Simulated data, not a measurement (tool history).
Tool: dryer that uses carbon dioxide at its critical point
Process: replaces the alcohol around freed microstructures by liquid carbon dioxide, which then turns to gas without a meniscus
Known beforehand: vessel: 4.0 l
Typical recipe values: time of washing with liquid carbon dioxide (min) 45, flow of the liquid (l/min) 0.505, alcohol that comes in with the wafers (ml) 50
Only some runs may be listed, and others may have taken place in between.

run,day,time of washing with liquid carbon dioxide (min),flow of the liquid (l/min),alcohol that comes in with the wafers (ml),alcohol left in the vessel before it's heated (ppm by volume)
1,0.000,45,0.505,50,224
2,0.350,45,0.505,50,225
3,0.788,45,0.505,50,221
4,1.108,45,0.505,61,278
5,1.575,45,0.505,50,220
6,1.854,45,0.505,66,294
7,2.329,45,0.505,26,125
8,2.796,45,0.505,26,127
9,3.129,29,0.505,26,480
10,3.650,29,0.505,26,493
11,3.896,29,0.505,26,486
12,4.183,45,0.505,72,322
13,4.525,28,0.505,50,1020
14,4.896,28,0.353,50,2197
15,5.292,28,0.353,50,2181
16,5.742,28,0.353,50,2224
17,6.075,45,0.505,50,230
18,6.329,45,0.505,50,231
19,6.812,34,0.625,30,173
20,7.054,34,0.765,30,81
21,7.304,45,0.505,79,350
22,7.700,45,0.305,86,1957

Run 23 is up next; what results do you expect?
23,7.954,45,0.447,50,?

{"run 23": {"alcohol left in the vessel before it's heated (ppm by volume)": 374}}
If the tool had no hidden condition, the same run with the same run-to-run variation would have returned alcohol left in the vessel before it's heated (ppm by volume) 329.
